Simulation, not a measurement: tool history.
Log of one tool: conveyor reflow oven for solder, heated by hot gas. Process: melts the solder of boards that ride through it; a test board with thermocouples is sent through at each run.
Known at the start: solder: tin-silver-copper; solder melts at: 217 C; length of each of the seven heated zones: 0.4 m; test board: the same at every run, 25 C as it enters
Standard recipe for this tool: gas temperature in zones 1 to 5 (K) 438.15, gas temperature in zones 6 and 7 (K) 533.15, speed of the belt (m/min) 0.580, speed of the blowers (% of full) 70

run   hour  gas temperature in zones 1 to 5 (K)  gas temperature in zones 6 and 7 (K)  speed of the belt (m/min)  speed of the blowers (% of full)  highest temperature of the board (K)  time above the solder's melting point (s)
  1    0.0                               438.15                                533.15                      0.580                                70                                517.15                                       51.1
  2   12.0                               438.15                                533.15                      0.580                                70                                516.85                                       51.3
      25.6  -- flux residue cleaned out of gas plates and filters
  3   34.3                               438.15                                533.15                      0.580                                70                                518.65                                       53.8
  4   58.1                               438.15                                533.15                      0.580                                70                                518.75                                       53.8
  5   82.3                               438.15                                533.15                      0.580                                61                                515.65                                       49.4
  6   92.9                               438.15                                533.15                      0.621                                70                                516.25                                       47.1
  7  111.0                               438.15                                533.15                      0.621                                70                                516.45                                       47.4
  8  127.1                               438.15                                533.15                      0.621                                70                                516.55                                       47.1
  9  148.1                               438.15                                533.15                      0.621                                70                                516.25                                       47.0
 10  163.6                               438.15                                533.15                      0.621                                70                                516.35                                       47.1
 11  189.1                               438.15                                533.15                      0.621                                70                                516.15                                       46.9
 12  213.8                               438.15                                533.15                      0.621                                57                                511.25                                       39.9
 13  233.8                               438.15                                533.15                      0.621                                57                                511.05                                       39.4
 14  248.3                               438.15                                533.15                      0.621                                57                                511.15                                       39.4
 15  262.6                               438.15                                533.15                      0.621                                57                                510.85                                       39.5
 16  287.8                               438.15                                533.15                      0.621                                57                                510.65                                       39.6
 17  311.1                               442.15                                533.15                      0.580                                60                                515.35                                       50.3
 18  323.5                               447.15                                533.15                      0.580                                70                                519.75                                       57.7
 19  345.7                               438.15                                526.15                      0.474                                70                                517.55                                       67.0
 20  366.4                               438.15                                526.15                      0.474                                70                                517.25                                       66.8
 21  387.0                               438.15                                526.15                      0.474                                70                                517.25                                       66.8
 22  406.0                               437.15                                535.15                      0.529                                76                                523.95                                       64.6
 23  431.4                               449.15                                533.15                      0.580                                70                                519.65                                       58.3
 24  446.2                               442.15                                535.15                      0.670                                63                                512.65                                       39.0
 25  468.3                               429.15                                530.15                      0.679                                81                                511.35                                       35.6
 26  484.8                               426.15                                533.15                      0.580                                64                                513.35                                       42.7
 27  496.6                               428.15                                533.15                      0.580                                53                                508.75                                       36.7
 28  507.1                               428.15                                533.15                      0.476                                53                                516.55                                       58.6
 29  518.9                               446.15                                528.15                      0.580                                62                                512.15                                       48.5
 30  532.2                               446.15                                528.15                      0.582                                54                                509.25                                       42.8
     538.6  -- flux residue cleaned out of gas plates and filters
 31  550.5                               446.15                                522.15                      0.582                                82                                513.55                                       53.9

3 ways to go on from here, each from the tool as it stands after run 31. What would each give?
  A  561.1                               446.15                                522.15                      0.534                                82                                     ?                                          ?
  B  561.1                               446.15                                523.15                      0.582                                72                                     ?                                          ?
  C  561.1                               441.15                                523.15                      0.580                                70                                     ?                                          ?

run  highest temperature of the board (K)  time above the solder's melting point (s)
  A                                515.45                                       61.6
  B                                512.45                                       51.0
  C                                511.15                                       47.3
Stripped of hidden state, with their random variation kept, the same runs would have yielded:
run  highest temperature of the board (K)  time above the solder's melting point (s)
  A                                514.15                                       60.0
  B                                511.25                                       49.3
  C                                509.95                                       45.6

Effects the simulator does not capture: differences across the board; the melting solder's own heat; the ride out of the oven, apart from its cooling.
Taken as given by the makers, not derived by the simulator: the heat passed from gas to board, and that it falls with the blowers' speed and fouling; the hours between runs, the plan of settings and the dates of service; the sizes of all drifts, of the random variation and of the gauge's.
